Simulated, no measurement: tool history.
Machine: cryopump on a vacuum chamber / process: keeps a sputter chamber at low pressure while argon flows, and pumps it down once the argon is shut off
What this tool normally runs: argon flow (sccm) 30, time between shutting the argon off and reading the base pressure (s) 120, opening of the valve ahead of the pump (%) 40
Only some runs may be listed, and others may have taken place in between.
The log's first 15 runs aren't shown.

run   hour  argon flow (sccm)  time between shutting the argon off and reading the base pressure (s)  opening of the valve ahead of the pump (%)  hours of work since the pump was warmed up and emptied  hours of work since the cold head was overhauled  hours of work since the chamber's fittings were tightened  pressure while argon flows (Pa)  pressure after the wait (uPa)
 16  172.9                 30                                                                    120                                          40                                                     302                                               302                                                        157                           0.1039                           1.27
 17  186.5                 30                                                                    120                                          40                                                     310                                               310                                                        165                           0.1054                           1.26
 18  200.8                 30                                                                    120                                          40                                                     319                                               319                                                        173                           0.1043                           1.26
 19  211.7                 30                                                                    271                                          17                                                     325                                               325                                                        180                           0.2418                           0.88
 20  228.6                 30                                                                    271                                          17                                                     335                                               335                                                        190                           0.2424                           0.83
 21    237                 30                                                                     42                                          44                                                     340                                               340                                                        195                           0.0968                           2.86
 22  247.9                 44                                                                    266                                          18                                                     346                                               346                                                        201                           0.3371                           0.85
 23    259                 16                                                                    138                                          18                                                     353                                               353                                                        208                           0.1225                           1.24
 24  268.9                 47                                                                    114                                          20                                                     359                                               359                                                        213                           0.3226                           1.33
 25  282.4                 47                                                                    114                                          20                                                     366                                               366                                                        221                           0.3233                           1.41
 26  298.9                 47                                                                    114                                          20                                                     376                                               376                                                        231                           0.3246                           1.39
 27  306.8                 47                                                                    114                                          20                                                     381                                               381                                                        236                           0.3235                           1.39
 28  323.2                 28                                                                     35                                          24                                                     390                                               390                                                        245                            0.163                           3.35
 29  339.3                 17                                                                     21                                          40                                                     400                                               400                                                        255                           0.0595                           5.35
 30  349.4                 17                                                                     21                                          40                                                     406                                               406                                                        261                           0.0601                           5.28
 31  358.4                 22                                                                    209                                          40                                                     411                                               411                                                        266                           0.0778                           1.04
 32    369                 34                                                                    120                                          47                                                     417                                               417                                                        272                           0.1044                           1.41
 33  387.7                 34                                                                    120                                          47                                                     428                                               428                                                        283                           0.1031                           1.39

5 ways to go on from here, each from the tool as it stands after run 33. What would each give?
  A  400.3                 13                                                                     28                                          44                                                     436                                               436                                                        291                                ?                              ?
  B  400.3                 14                                                                     35                                          47                                                     436                                               436                                                        291                                ?                              ?
  C  400.3                 14                                                                     22                                          40                                                     436                                               436                                                        291                                ?                              ?
  D  400.3                 52                                                                    141                                          56                                                     436                                               436                                                        291                                ?                              ?
  E  400.3                 16                                                                     84                                          47                                                     436                                               436                                                        291                                ?                              ?

run  pressure while argon flows (Pa)  pressure after the wait (uPa)
  A                            0.043                           4.12
  B                           0.0424                           3.43
  C                           0.0497                           5.04
  D                           0.1354                           1.26
  E                           0.0489                            1.7
Had the tool no hidden state, the same runs would have come out as:
run  pressure while argon flows (Pa)  pressure after the wait (uPa)
  A                           0.0406                           3.78
  B                           0.0399                            3.1
  C                           0.0471                           4.71
  D                           0.1258                           0.93
  E                            0.046                           1.36
